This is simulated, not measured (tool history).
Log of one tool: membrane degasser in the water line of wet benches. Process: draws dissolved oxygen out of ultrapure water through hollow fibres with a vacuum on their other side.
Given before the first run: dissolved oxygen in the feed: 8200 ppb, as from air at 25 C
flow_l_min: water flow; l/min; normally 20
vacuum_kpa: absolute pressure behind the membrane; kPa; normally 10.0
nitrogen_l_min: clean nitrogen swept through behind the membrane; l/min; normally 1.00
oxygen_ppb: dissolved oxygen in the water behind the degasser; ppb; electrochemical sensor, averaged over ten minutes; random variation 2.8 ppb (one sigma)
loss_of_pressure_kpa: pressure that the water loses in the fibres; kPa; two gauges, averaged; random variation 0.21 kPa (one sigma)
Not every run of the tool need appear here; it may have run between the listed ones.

{"run": 1, "day": 0.0, "flow_l_min": 20, "vacuum_kpa": 10.0, "nitrogen_l_min": 1.0, "oxygen_ppb": 369.2, "loss_of_pressure_kpa": 50.44}
{"run": 2, "day": 2.467, "flow_l_min": 20, "vacuum_kpa": 10.0, "nitrogen_l_min": 1.0, "oxygen_ppb": 375.9, "loss_of_pressure_kpa": 50.27}
{"run": 3, "day": 6.629, "flow_l_min": 20, "vacuum_kpa": 10.0, "nitrogen_l_min": 1.0, "oxygen_ppb": 372.1, "loss_of_pressure_kpa": 50.58}
{"run": 4, "day": 9.938, "flow_l_min": 20, "vacuum_kpa": 10.0, "nitrogen_l_min": 1.0, "oxygen_ppb": 375.6, "loss_of_pressure_kpa": 50.66}
{"run": 5, "day": 13.017, "flow_l_min": 23, "vacuum_kpa": 10.0, "nitrogen_l_min": 1.0, "oxygen_ppb": 438.0, "loss_of_pressure_kpa": 57.67}
{"day": 16.654, "done": "seals of the vacuum lines changed"}
{"run": 6, "day": 17.383, "flow_l_min": 16, "vacuum_kpa": 10.0, "nitrogen_l_min": 1.0, "oxygen_ppb": 284.7, "loss_of_pressure_kpa": 40.73}
{"run": 7, "day": 19.596, "flow_l_min": 20, "vacuum_kpa": 10.0, "nitrogen_l_min": 0.73, "oxygen_ppb": 464.6, "loss_of_pressure_kpa": 50.72}
{"run": 8, "day": 21.696, "flow_l_min": 27, "vacuum_kpa": 10.0, "nitrogen_l_min": 1.0, "oxygen_ppb": 528.7, "loss_of_pressure_kpa": 68.15}
{"run": 9, "day": 26.3, "flow_l_min": 27, "vacuum_kpa": 10.0, "nitrogen_l_min": 1.29, "oxygen_ppb": 461.0, "loss_of_pressure_kpa": 68.57}
{"run": 10, "day": 29.633, "flow_l_min": 27, "vacuum_kpa": 10.0, "nitrogen_l_min": 1.29, "oxygen_ppb": 465.6, "loss_of_pressure_kpa": 68.47}
{"day": 29.992, "done": "vacuum gauge calibrated"}
{"run": 11, "day": 32.542, "flow_l_min": 20, "vacuum_kpa": 10.0, "nitrogen_l_min": 1.0, "oxygen_ppb": 370.1, "loss_of_pressure_kpa": 51.12}
{"run": 12, "day": 35.392, "flow_l_min": 20, "vacuum_kpa": 7.3, "nitrogen_l_min": 1.0, "oxygen_ppb": 254.3, "loss_of_pressure_kpa": 50.58}
{"run": 13, "day": 40.038, "flow_l_min": 20, "vacuum_kpa": 7.3, "nitrogen_l_min": 1.0, "oxygen_ppb": 258.8, "loss_of_pressure_kpa": 51.03}
{"run": 14, "day": 42.825, "flow_l_min": 26, "vacuum_kpa": 7.3, "nitrogen_l_min": 1.0, "oxygen_ppb": 373.7, "loss_of_pressure_kpa": 65.71}
{"day": 44.2, "done": "vacuum gauge calibrated, once more"}
{"run": 15, "day": 46.483, "flow_l_min": 20, "vacuum_kpa": 9.1, "nitrogen_l_min": 1.0, "oxygen_ppb": 341.4, "loss_of_pressure_kpa": 50.98}
{"run": 16, "day": 50.762, "flow_l_min": 20, "vacuum_kpa": 9.1, "nitrogen_l_min": 1.0, "oxygen_ppb": 335.9, "loss_of_pressure_kpa": 50.74}
{"run": 17, "day": 54.8, "flow_l_min": 20, "vacuum_kpa": 10.0, "nitrogen_l_min": 0.92, "oxygen_ppb": 393.3, "loss_of_pressure_kpa": 50.97}
{"run": 18, "day": 59.604, "flow_l_min": 20, "vacuum_kpa": 10.0, "nitrogen_l_min": 0.92, "oxygen_ppb": 390.1, "loss_of_pressure_kpa": 50.69}
{"run": 19, "day": 63.788, "flow_l_min": 19, "vacuum_kpa": 11.3, "nitrogen_l_min": 2.09, "oxygen_ppb": 243.6, "loss_of_pressure_kpa": 48.17}
{"run": 20, "day": 66.871, "flow_l_min": 19, "vacuum_kpa": 14.2, "nitrogen_l_min": 2.09, "oxygen_ppb": 304.1, "loss_of_pressure_kpa": 48.24}
{"run": 21, "day": 68.858, "flow_l_min": 19, "vacuum_kpa": 10.9, "nitrogen_l_min": 2.09, "oxygen_ppb": 236.6, "loss_of_pressure_kpa": 48.52}
{"run": 22, "day": 72.517, "flow_l_min": 23, "vacuum_kpa": 7.8, "nitrogen_l_min": 0.78, "oxygen_ppb": 394.0, "loss_of_pressure_kpa": 58.58}
{"run": 23, "day": 75.8, "flow_l_min": 23, "vacuum_kpa": 7.9, "nitrogen_l_min": 0.45, "oxygen_ppb": 547.8, "loss_of_pressure_kpa": 58.61}

Run 24, settings as shown, results not yet in. Your forecast:
{"run": 24, "day": 79.417, "flow_l_min": 23, "vacuum_kpa": 7.9, "nitrogen_l_min": 0.45, "oxygen_ppb": "?", "loss_of_pressure_kpa": "?"}

oxygen_ppb: 547.0 ppb
loss_of_pressure_kpa: 58.43 kPa
With the hidden condition absent and the run-to-run variation left alone, this run would have shown oxygen_ppb 521.8 ppb, loss_of_pressure_kpa 56.27 kPa.

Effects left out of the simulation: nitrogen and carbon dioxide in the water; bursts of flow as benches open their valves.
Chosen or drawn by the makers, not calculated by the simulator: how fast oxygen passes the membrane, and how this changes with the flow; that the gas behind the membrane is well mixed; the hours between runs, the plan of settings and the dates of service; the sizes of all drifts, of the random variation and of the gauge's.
